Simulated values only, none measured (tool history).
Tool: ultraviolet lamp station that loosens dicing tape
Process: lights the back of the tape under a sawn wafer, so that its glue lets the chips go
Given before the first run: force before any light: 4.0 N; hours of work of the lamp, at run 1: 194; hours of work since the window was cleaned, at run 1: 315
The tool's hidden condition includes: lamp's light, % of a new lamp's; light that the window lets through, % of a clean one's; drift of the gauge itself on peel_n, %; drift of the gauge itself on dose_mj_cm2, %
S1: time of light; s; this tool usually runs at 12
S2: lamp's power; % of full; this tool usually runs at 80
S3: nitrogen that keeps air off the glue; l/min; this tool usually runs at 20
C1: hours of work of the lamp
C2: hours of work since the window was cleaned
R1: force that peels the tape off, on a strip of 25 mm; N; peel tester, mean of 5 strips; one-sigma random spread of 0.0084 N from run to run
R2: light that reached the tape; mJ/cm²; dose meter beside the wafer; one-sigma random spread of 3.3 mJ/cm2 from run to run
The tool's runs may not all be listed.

{"run": 1, "hour": 0.0, "S1": 12, "S2": 80, "S3": 20, "C1": 194, "C2": 315, "R1": 0.572, "R2": 412}
{"run": 2, "hour": 37.5, "S1": 12, "S2": 80, "S3": 20, "C1": 211, "C2": 331, "R1": 0.571, "R2": 403}
{"run": 3, "hour": 57.7, "S1": 12, "S2": 80, "S3": 20, "C1": 220, "C2": 340, "R1": 0.609, "R2": 405}
{"run": 4, "hour": 90.6, "S1": 12, "S2": 80, "S3": 20, "C1": 234, "C2": 355, "R1": 0.584, "R2": 396}
{"run": 5, "hour": 130.6, "S1": 12, "S2": 80, "S3": 20, "C1": 252, "C2": 373, "R1": 0.612, "R2": 389}
{"run": 6, "hour": 162.6, "S1": 12, "S2": 80, "S3": 20, "C1": 267, "C2": 387, "R1": 0.636, "R2": 384}
{"run": 7, "hour": 200.6, "S1": 12, "S2": 80, "S3": 20, "C1": 284, "C2": 404, "R1": 0.668, "R2": 371}
{"run": 8, "hour": 229.0, "S1": 12, "S2": 80, "S3": 20, "C1": 296, "C2": 417, "R1": 0.677, "R2": 363}
{"run": 9, "hour": 272.4, "S1": 12, "S2": 80, "S3": 20, "C1": 316, "C2": 437, "R1": 0.701, "R2": 355}
{"run": 10, "hour": 313.3, "S1": 12, "S2": 80, "S3": 20, "C1": 334, "C2": 455, "R1": 0.736, "R2": 347}
{"run": 11, "hour": 340.6, "S1": 12, "S2": 80, "S3": 20, "C1": 346, "C2": 467, "R1": 0.745, "R2": 346}
{"run": 12, "hour": 374.4, "S1": 12, "S2": 80, "S3": 14, "C1": 361, "C2": 482, "R1": 0.911, "R2": 337}
{"run": 13, "hour": 410.5, "S1": 12, "S2": 80, "S3": 14, "C1": 378, "C2": 498, "R1": 0.969, "R2": 331}
{"hour": 444.8, "done": "window cleaned of glue's vapour"}
{"run": 14, "hour": 455.6, "S1": 12, "S2": 80, "S3": 14, "C1": 398, "C2": 5, "R1": 1.134, "R2": 299}
{"run": 15, "hour": 478.3, "S1": 14, "S2": 80, "S3": 14, "C1": 408, "C2": 15, "R1": 0.913, "R2": 343}
{"run": 16, "hour": 518.5, "S1": 12, "S2": 80, "S3": 20, "C1": 426, "C2": 33, "R1": 0.977, "R2": 283}
{"run": 17, "hour": 541.6, "S1": 12, "S2": 72, "S3": 20, "C1": 436, "C2": 43, "R1": 1.164, "R2": 259}
{"run": 18, "hour": 586.4, "S1": 12, "S2": 72, "S3": 20, "C1": 456, "C2": 63, "R1": 1.193, "R2": 245}
{"run": 19, "hour": 608.7, "S1": 12, "S2": 80, "S3": 13, "C1": 466, "C2": 73, "R1": 1.284, "R2": 273}
{"hour": 633.9, "done": "window cleaned of glue's vapour, once more"}
{"run": 20, "hour": 646.2, "S1": 12, "S2": 80, "S3": 13, "C1": 483, "C2": 6, "R1": 0.973, "R2": 332}
{"run": 21, "hour": 670.0, "S1": 12, "S2": 80, "S3": 20, "C1": 493, "C2": 16, "R1": 0.837, "R2": 326}
{"run": 22, "hour": 709.9, "S1": 12, "S2": 80, "S3": 20, "C1": 511, "C2": 34, "R1": 0.864, "R2": 319}
{"run": 23, "hour": 754.0, "S1": 12, "S2": 80, "S3": 8, "C1": 531, "C2": 54, "R1": 1.314, "R2": 313}
{"run": 24, "hour": 792.6, "S1": 10, "S2": 74, "S3": 20, "C1": 548, "C2": 71, "R1": 1.275, "R2": 234}
{"run": 25, "hour": 831.1, "S1": 8, "S2": 64, "S3": 6, "C1": 566, "C2": 88, "R1": 2.473, "R2": 156}
{"run": 26, "hour": 879.8, "S1": 12, "S2": 80, "S3": 13, "C1": 587, "C2": 110, "R1": 1.179, "R2": 289}
{"run": 27, "hour": 915.2, "S1": 22, "S2": 67, "S3": 13, "C1": 603, "C2": 126, "R1": 0.663, "R2": 427}
{"run": 28, "hour": 939.4, "S1": 22, "S2": 67, "S3": 13, "C1": 614, "C2": 137, "R1": 0.7, "R2": 421}
{"hour": 960.5, "done": "lamp changed"}
{"run": 29, "hour": 962.7, "S1": 8, "S2": 62, "S3": 17, "C1": 1, "C2": 147, "R1": 1.198, "R2": 265}
{"run": 30, "hour": 995.7, "S1": 13, "S2": 98, "S3": 20, "C1": 16, "C2": 162, "R1": 0.222, "R2": 663}
{"run": 31, "hour": 1024.4, "S1": 13, "S2": 98, "S3": 6, "C1": 29, "C2": 174, "R1": 0.506, "R2": 663}
{"run": 32, "hour": 1058.9, "S1": 15, "S2": 78, "S3": 39, "C1": 44, "C2": 190, "R1": 0.18, "R2": 595}
{"run": 33, "hour": 1098.7, "S1": 9, "S2": 69, "S3": 20, "C1": 62, "C2": 208, "R1": 0.875, "R2": 308}
{"run": 34, "hour": 1146.4, "S1": 20, "S2": 90, "S3": 20, "C1": 83, "C2": 229, "R1": 0.126, "R2": 885}
{"run": 35, "hour": 1187.4, "S1": 20, "S2": 90, "S3": 20, "C1": 102, "C2": 247, "R1": 0.133, "R2": 866}
{"run": 36, "hour": 1225.5, "S1": 12, "S2": 80, "S3": 9, "C1": 119, "C2": 264, "R1": 0.766, "R2": 452}
{"run": 37, "hour": 1256.1, "S1": 12, "S2": 80, "S3": 9, "C1": 132, "C2": 278, "R1": 0.781, "R2": 448}
{"run": 38, "hour": 1295.3, "S1": 12, "S2": 80, "S3": 9, "C1": 150, "C2": 296, "R1": 0.808, "R2": 435}
{"run": 39, "hour": 1344.4, "S1": 12, "S2": 80, "S3": 9, "C1": 172, "C2": 318, "R1": 0.846, "R2": 428}
{"run": 40, "hour": 1391.1, "S1": 12, "S2": 62, "S3": 10, "C1": 193, "C2": 339, "R1": 1.162, "R2": 323}
{"run": 41, "hour": 1412.2, "S1": 8, "S2": 86, "S3": 40, "C1": 202, "C2": 348, "R1": 0.687, "R2": 299}
{"run": 42, "hour": 1455.9, "S1": 8, "S2": 86, "S3": 40, "C1": 222, "C2": 368, "R1": 0.715, "R2": 288}
{"run": 43, "hour": 1500.0, "S1": 8, "S2": 86, "S3": 26, "C1": 242, "C2": 387, "R1": 0.915, "R2": 283}

Consider 3 possible next runs. They are alternatives, not a sequence: every one starts from the tool as it was left by run 43. What does each give?
{"run": "A", "hour": 1527.4, "S1": 12, "S2": 80, "S3": 28, "C1": 254, "C2": 400, "R1": "?", "R2": "?"}
{"run": "B", "hour": 1527.4, "S1": 14, "S2": 72, "S3": 7, "C1": 254, "C2": 400, "R1": "?", "R2": "?"}
{"run": "C", "hour": 1527.4, "S1": 12, "S2": 69, "S3": 8, "C1": 254, "C2": 400, "R1": "?", "R2": "?"}

run=A R1=0.482 R2=389
run=B R1=1.030 R2=410
run=C R1=1.179 R2=339
Without the tool's unlogged condition, the same runs would have read:
run=A R1=0.258 R2=531
run=B R1=0.643 R2=559
run=C R1=0.775 R2=463

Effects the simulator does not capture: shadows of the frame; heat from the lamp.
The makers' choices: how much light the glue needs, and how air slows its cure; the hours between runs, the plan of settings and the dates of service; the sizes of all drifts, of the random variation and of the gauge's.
